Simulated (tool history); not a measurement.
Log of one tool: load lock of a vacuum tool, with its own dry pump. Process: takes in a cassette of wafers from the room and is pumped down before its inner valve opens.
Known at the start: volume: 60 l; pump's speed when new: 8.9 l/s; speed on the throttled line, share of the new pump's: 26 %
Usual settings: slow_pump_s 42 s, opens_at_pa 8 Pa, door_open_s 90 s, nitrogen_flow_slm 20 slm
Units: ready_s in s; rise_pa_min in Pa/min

run	day	slow_pump_s	opens_at_pa	door_open_s	nitrogen_flow_slm	incoming humidity of the room's air, %	ready_s	rise_pa_min
1	0.000	42	8	90	20	42.7	100.5	0.068
2	2.650	42	8	90	20	44.5	100.2	0.068
3	4.938	42	8	90	20	46.3	98.6	0.082
4	8.233	42	8	90	20	40.4	100.4	0.059
5	11.367	42	8	90	20	47.8	99.6	0.078
6	14.446	42	8	90	20	44.4	100.4	0.075
7	17.138	42	8	90	20	45.3	99.5	0.073
8	20.662	42	8	90	20	43.3	100.3	0.071
9	24.292	42	8	90	6	47.4	100.1	0.099
10	26.475	42	8	90	6	41.4	100.5	0.087
11	29.625	42	8	90	6	45.5	100.3	0.100
12	32.354	42	8	90	6	45.3	100.8	0.096
13	34.925	42	8	53	20	44.9	100.9	0.064
14	38.162	42	8	53	20	46.3	101.4	0.072
15	42.008	42	8	53	20	42.4	100.6	0.061
16	44.804	39	8	53	20	47.6	98.0	0.070
17	47.229	39	8	53	20	44.4	98.1	0.063
18	51.575	39	8	53	20	48.2	99.0	0.073
19	56.092	39	8	53	20	48.5	98.7	0.070
20	60.517	39	8	53	20	43.6	97.7	0.067
21	64.683	39	8	53	20	45.6	98.2	0.069
22	66.667	42	13	90	9	45.1	97.8	0.101
23	69.879	42	9	90	20	43.4	101.7	0.088
24	73.817	42	13	117	20	43.2	97.0	0.091
25	76.712	80	6	51	11	44.3	129.6	0.082
26	79.767	21	8	48	20	47.2	87.0	0.079
27	82.938	21	8	48	20	46.4	85.9	0.074
28	85.612	26	12	90	10	47.2	85.6	0.103
29	87.833	26	12	113	10	47.6	87.4	0.120
30	90.633	42	13	130	20	46.2	97.6	0.106
31	94.196	42	8	84	5	43.1	100.2	0.108
32	97.129	25	10	197	29	43.4	87.1	0.111
33	100.979	25	10	197	29	45.3	87.9	0.113
34	103.196	25	10	197	29	43.4	86.6	0.111
35	106.029	76	10	197	29	47.4	122.7	0.122
36	108.962	76	7	88	7	43.8	126.8	0.112
37	110.967	47	11	143	10	44.5	101.2	0.129
38	115.621	47	11	143	10	44.0	102.1	0.126

Forecast each of these 3 alternatives for the next run:
A	119.800	47	8	91	10	44.2	?	?
B	119.800	42	9	90	20	46.6	?	?
C	119.800	42	9	90	20	47.4	?	?

run	ready_s	rise_pa_min
A	104.5	0.105
B	99.7	0.099
C	101.0	0.096
Without the tool's hidden state the same runs would have given:
run	ready_s	rise_pa_min
A	98.0	0.064
B	93.0	0.059
C	94.2	0.056
